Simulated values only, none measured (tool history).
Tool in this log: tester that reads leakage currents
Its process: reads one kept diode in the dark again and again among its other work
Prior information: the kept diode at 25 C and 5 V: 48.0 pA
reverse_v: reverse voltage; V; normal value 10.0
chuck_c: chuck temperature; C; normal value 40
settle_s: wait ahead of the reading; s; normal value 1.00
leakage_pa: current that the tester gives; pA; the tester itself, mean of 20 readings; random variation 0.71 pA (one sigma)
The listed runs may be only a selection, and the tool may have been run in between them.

{"run": 1, "hour": 0.0, "reverse_v": 10.0, "chuck_c": 40, "settle_s": 1.0, "leakage_pa": 257.89}
{"run": 2, "hour": 22.0, "reverse_v": 10.0, "chuck_c": 40, "settle_s": 1.0, "leakage_pa": 258.74}
{"run": 3, "hour": 38.5, "reverse_v": 10.0, "chuck_c": 40, "settle_s": 1.0, "leakage_pa": 260.55}
{"run": 4, "hour": 59.2, "reverse_v": 10.0, "chuck_c": 44, "settle_s": 1.0, "leakage_pa": 357.07}
{"run": 5, "hour": 78.4, "reverse_v": 10.0, "chuck_c": 44, "settle_s": 1.0, "leakage_pa": 359.29}
{"run": 6, "hour": 102.5, "reverse_v": 10.0, "chuck_c": 44, "settle_s": 1.0, "leakage_pa": 358.81}
{"run": 7, "hour": 118.6, "reverse_v": 10.0, "chuck_c": 26, "settle_s": 1.0, "leakage_pa": 80.96}
{"run": 8, "hour": 143.6, "reverse_v": 4.5, "chuck_c": 40, "settle_s": 1.0, "leakage_pa": 184.91}
{"run": 9, "hour": 165.6, "reverse_v": 4.5, "chuck_c": 40, "settle_s": 1.0, "leakage_pa": 185.08}
{"run": 10, "hour": 192.9, "reverse_v": 4.5, "chuck_c": 40, "settle_s": 1.0, "leakage_pa": 184.94}
{"run": 11, "hour": 209.7, "reverse_v": 4.5, "chuck_c": 40, "settle_s": 1.0, "leakage_pa": 184.97}
{"hour": 224.6, "done": "chuck's temperature calibrated"}
{"run": 12, "hour": 232.1, "reverse_v": 4.5, "chuck_c": 40, "settle_s": 1.0, "leakage_pa": 165.14}
{"run": 13, "hour": 262.0, "reverse_v": 4.5, "chuck_c": 40, "settle_s": 1.0, "leakage_pa": 165.48}
{"run": 14, "hour": 299.0, "reverse_v": 4.5, "chuck_c": 40, "settle_s": 1.0, "leakage_pa": 166.33}
{"run": 15, "hour": 331.0, "reverse_v": 10.0, "chuck_c": 40, "settle_s": 1.0, "leakage_pa": 235.38}
{"run": 16, "hour": 353.5, "reverse_v": 10.0, "chuck_c": 40, "settle_s": 1.0, "leakage_pa": 237.21}
{"run": 17, "hour": 372.1, "reverse_v": 10.0, "chuck_c": 22, "settle_s": 1.0, "leakage_pa": 51.52}
{"run": 18, "hour": 406.9, "reverse_v": 10.0, "chuck_c": 22, "settle_s": 1.0, "leakage_pa": 51.67}
{"run": 19, "hour": 425.3, "reverse_v": 10.0, "chuck_c": 29, "settle_s": 1.0, "leakage_pa": 94.83}
{"run": 20, "hour": 453.6, "reverse_v": 10.0, "chuck_c": 40, "settle_s": 1.0, "leakage_pa": 239.1}
{"run": 21, "hour": 481.7, "reverse_v": 11.6, "chuck_c": 47, "settle_s": 1.0, "leakage_pa": 444.01}
{"run": 22, "hour": 507.1, "reverse_v": 11.6, "chuck_c": 47, "settle_s": 1.0, "leakage_pa": 443.95}
{"run": 23, "hour": 528.9, "reverse_v": 12.7, "chuck_c": 40, "settle_s": 1.58, "leakage_pa": 265.84}
{"run": 24, "hour": 559.1, "reverse_v": 12.7, "chuck_c": 40, "settle_s": 1.58, "leakage_pa": 267.43}
{"run": 25, "hour": 589.7, "reverse_v": 12.7, "chuck_c": 40, "settle_s": 3.88, "leakage_pa": 267.93}
{"run": 26, "hour": 608.7, "reverse_v": 9.7, "chuck_c": 25, "settle_s": 0.56, "leakage_pa": 68.75}
{"run": 27, "hour": 632.0, "reverse_v": 2.2, "chuck_c": 45, "settle_s": 3.87, "leakage_pa": 185.54}
{"run": 28, "hour": 662.1, "reverse_v": 1.6, "chuck_c": 50, "settle_s": 1.0, "leakage_pa": 239.17}
{"run": 29, "hour": 689.8, "reverse_v": 1.6, "chuck_c": 50, "settle_s": 1.0, "leakage_pa": 240.17}
{"run": 30, "hour": 706.4, "reverse_v": 14.5, "chuck_c": 44, "settle_s": 0.34, "leakage_pa": 397.4}
{"run": 31, "hour": 741.4, "reverse_v": 2.1, "chuck_c": 44, "settle_s": 0.34, "leakage_pa": 171.79}
{"run": 32, "hour": 768.1, "reverse_v": 2.1, "chuck_c": 45, "settle_s": 5.48, "leakage_pa": 184.72}
{"run": 33, "hour": 785.5, "reverse_v": 13.5, "chuck_c": 29, "settle_s": 1.0, "leakage_pa": 113.4}
{"run": 34, "hour": 805.6, "reverse_v": 2.0, "chuck_c": 44, "settle_s": 4.52, "leakage_pa": 167.12}
{"run": 35, "hour": 839.2, "reverse_v": 2.0, "chuck_c": 44, "settle_s": 4.52, "leakage_pa": 168.18}
{"run": 36, "hour": 866.7, "reverse_v": 2.0, "chuck_c": 44, "settle_s": 4.52, "leakage_pa": 168.55}
{"run": 37, "hour": 895.6, "reverse_v": 2.0, "chuck_c": 44, "settle_s": 4.52, "leakage_pa": 168.85}
{"run": 38, "hour": 912.1, "reverse_v": 10.0, "chuck_c": 53, "settle_s": 0.44, "leakage_pa": 682.21}
{"run": 39, "hour": 945.2, "reverse_v": 10.0, "chuck_c": 53, "settle_s": 0.44, "leakage_pa": 684.99}

Pick out some run-to-run changes in leakage_pa. Of each, how much would a tool without hidden state show as well, from the settings, what came in and chance, and how much is left for the hidden state and any gauge scatter not in both results compared?
Hidden state at play: stray current of the dirty probe card, pA a volt; current scale over the true one, %; true chuck temperature over the reading, C; drift of the gauge itself on leakage_pa, %.
Run 6 -> 7: chuck_c 44 -> 26. leakage_pa -277.85 pA: hidden state -23.97, all else -253.88.
Run 11 -> 12: chuck's temperature calibrated. leakage_pa -19.83 pA: hidden state -20.19, all else +0.36.
Run 30 -> 31: reverse_v 14.5 -> 2.1. leakage_pa -225.61 pA: hidden state -7.08, all else -218.53.
Run 37 -> 38: reverse_v 2.0 -> 10.0, chuck_c 44 -> 53, settle_s 4.52 -> 0.44. leakage_pa +513.36 pA: hidden state +22.54, all else +490.82.

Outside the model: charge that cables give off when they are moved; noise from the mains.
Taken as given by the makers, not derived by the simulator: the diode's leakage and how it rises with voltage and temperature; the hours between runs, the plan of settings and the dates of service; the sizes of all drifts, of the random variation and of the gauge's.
